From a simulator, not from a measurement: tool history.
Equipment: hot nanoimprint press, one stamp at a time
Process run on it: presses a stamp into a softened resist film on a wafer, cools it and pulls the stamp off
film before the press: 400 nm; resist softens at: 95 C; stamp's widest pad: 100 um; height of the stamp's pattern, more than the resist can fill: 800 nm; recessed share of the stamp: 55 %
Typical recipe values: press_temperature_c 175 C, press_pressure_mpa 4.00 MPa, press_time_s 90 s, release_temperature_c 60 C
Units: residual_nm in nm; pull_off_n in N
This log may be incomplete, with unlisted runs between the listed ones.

run 1 day=0.000 | press_temperature_c=175 press_pressure_mpa=4.00 press_time_s=90 release_temperature_c=60 | residual_nm=191.8 pull_off_n=238
run 2 day=0.754 | press_temperature_c=175 press_pressure_mpa=4.00 press_time_s=90 release_temperature_c=60 | residual_nm=190.5 pull_off_n=236
run 3 day=1.425 | press_temperature_c=175 press_pressure_mpa=4.00 press_time_s=90 release_temperature_c=60 | residual_nm=191.3 pull_off_n=245
run 4 day=1.996 | press_temperature_c=175 press_pressure_mpa=5.48 press_time_s=90 release_temperature_c=60 | residual_nm=167.3 pull_off_n=248
run 5 day=3.300 | press_temperature_c=175 press_pressure_mpa=4.00 press_time_s=90 release_temperature_c=60 | residual_nm=190.0 pull_off_n=259
run 6 day=4.533 | press_temperature_c=175 press_pressure_mpa=4.00 press_time_s=90 release_temperature_c=60 | residual_nm=189.9 pull_off_n=256
run 7 day=5.688 | press_temperature_c=175 press_pressure_mpa=4.00 press_time_s=90 release_temperature_c=60 | residual_nm=189.3 pull_off_n=265
run 8 day=6.442 | press_temperature_c=175 press_pressure_mpa=4.00 press_time_s=90 release_temperature_c=60 | residual_nm=190.5 pull_off_n=284
run 9 day=7.712 | press_temperature_c=175 press_pressure_mpa=4.00 press_time_s=90 release_temperature_c=60 | residual_nm=189.5 pull_off_n=284
run 10 day=8.529 | press_temperature_c=163 press_pressure_mpa=4.00 press_time_s=90 release_temperature_c=49 | residual_nm=305.8 pull_off_n=307

For run 11, what comes out?
run 11 day=9.679 | press_temperature_c=163 press_pressure_mpa=4.00 press_time_s=90 release_temperature_c=49 | residual_nm=? pull_off_n=?

residual_nm: 305.6 nm
pull_off_n: 319 N
With no hidden state in the tool, this same run would have given residual_nm 309.3 nm, pull_off_n 250 N.
